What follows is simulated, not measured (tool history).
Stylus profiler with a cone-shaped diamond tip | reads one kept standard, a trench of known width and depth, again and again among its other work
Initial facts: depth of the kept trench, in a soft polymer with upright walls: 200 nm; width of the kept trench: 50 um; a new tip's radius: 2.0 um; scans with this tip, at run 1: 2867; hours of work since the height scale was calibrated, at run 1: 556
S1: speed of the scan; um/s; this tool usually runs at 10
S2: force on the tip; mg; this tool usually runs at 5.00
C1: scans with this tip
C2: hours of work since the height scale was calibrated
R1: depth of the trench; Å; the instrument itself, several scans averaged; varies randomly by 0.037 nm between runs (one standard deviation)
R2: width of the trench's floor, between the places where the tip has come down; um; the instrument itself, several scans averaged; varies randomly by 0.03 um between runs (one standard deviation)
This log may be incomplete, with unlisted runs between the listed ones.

run	hour	S1	S2	C1	C2	R1	R2
1	0.0	10	5.00	2867	556	2039.6	48.09
2	16.8	10	5.00	2911	565	2039.4	48.07
3	40.6	7	5.00	2973	577	2039.0	48.06
4	69.6	10	5.00	3048	591	2040.2	48.02
5	87.4	10	5.00	3094	600	2039.7	48.06
6	117.8	10	5.00	3174	616	2039.4	48.04
7	148.3	10	5.00	3253	631	2039.3	48.03
8	183.3	10	5.00	3344	649	2039.9	47.98
9	216.5	10	5.00	3431	666	2040.0	48.01
10	235.4	10	5.00	3480	675	2040.8	47.98
11	262.3	10	5.00	3550	689	2040.5	47.96
12	276.6	10	5.00	3587	696	2039.8	47.98
13	311.8	10	10.76	3679	714	2065.4	47.97
14	344.8	10	10.76	3765	730	2065.6	47.95
15	360.1	18	10.76	3805	738	2065.8	47.95
16	374.5	18	10.76	3842	745	2065.5	47.95
17	391.7	10	5.00	3887	754	2040.6	47.93
18	408.5	10	5.00	3931	763	2040.5	47.98
19	431.7	10	5.00	3991	774	2040.4	47.97
20	459.2	10	10.13	4063	788	2062.9	47.94
# hour 462.2: height scale calibrated on a step standard
21	476.4	10	5.70	4106	7	2044.9	47.93
22	493.4	10	5.00	4151	16	2041.5	47.96
23	521.4	10	5.00	4224	30	2041.9	47.96
24	548.0	18	4.31	4293	43	2038.5	47.89
25	569.4	18	4.31	4349	54	2038.2	47.87
26	594.6	4	9.28	4414	67	2060.9	47.94
# hour 604.7: height scale calibrated on a step standard, once more
27	629.9	4	9.28	4505	13	2058.3	47.98
28	654.0	3	8.61	4568	25	2056.0	47.98
29	675.2	37	2.93	4623	36	2027.2	47.81
30	692.7	12	8.98	4669	44	2057.6	47.95
31	710.5	17	6.24	4715	53	2044.5	47.89
32	741.2	30	8.47	4795	69	2055.1	47.88
33	757.1	4	2.63	4836	77	2025.1	47.88
34	777.5	4	2.63	4890	87	2025.6	47.93
35	791.9	4	2.63	4927	95	2025.5	47.98
36	818.6	4	2.63	4996	108	2026.3	47.89
37	847.3	4	2.63	5071	123	2026.0	47.93
38	878.0	4	6.89	5151	138	2048.3	47.95
39	909.7	4	6.89	5234	154	2049.0	47.89
40	927.4	14	7.54	5280	163	2051.1	47.88
41	952.2	5	9.74	5345	176	2060.8	47.94
42	977.9	5	9.74	5412	189	2061.9	47.96
43	997.5	5	9.74	5462	198	2061.2	47.91
44	1032.8	10	3.51	5555	216	2031.6	47.86
45	1062.6	12	2.61	5632	231	2026.5	47.93

For each entry between runs, how does the tool's hidden state at the last listed run before it compare with that at the first listed run after it?
Runs 20 to 21: height scale calibrated on a step standard (hour 462.2)
  height scale over the true one, %: 0.112 -> 0.161
  measured less the result without the state, R1: +2.3 -> +3.3 Å; R2: -0.26 -> -0.26 um
Runs 26 to 27: height scale calibrated on a step standard, once more (hour 604.7)
  radius of the tip, um: 2.65 -> 2.66; height scale over the true one, %: 0.173 -> 0.038
  measured less the result without the state, R1: +3.6 -> +0.8 Å; R2: -0.27 -> -0.28 um
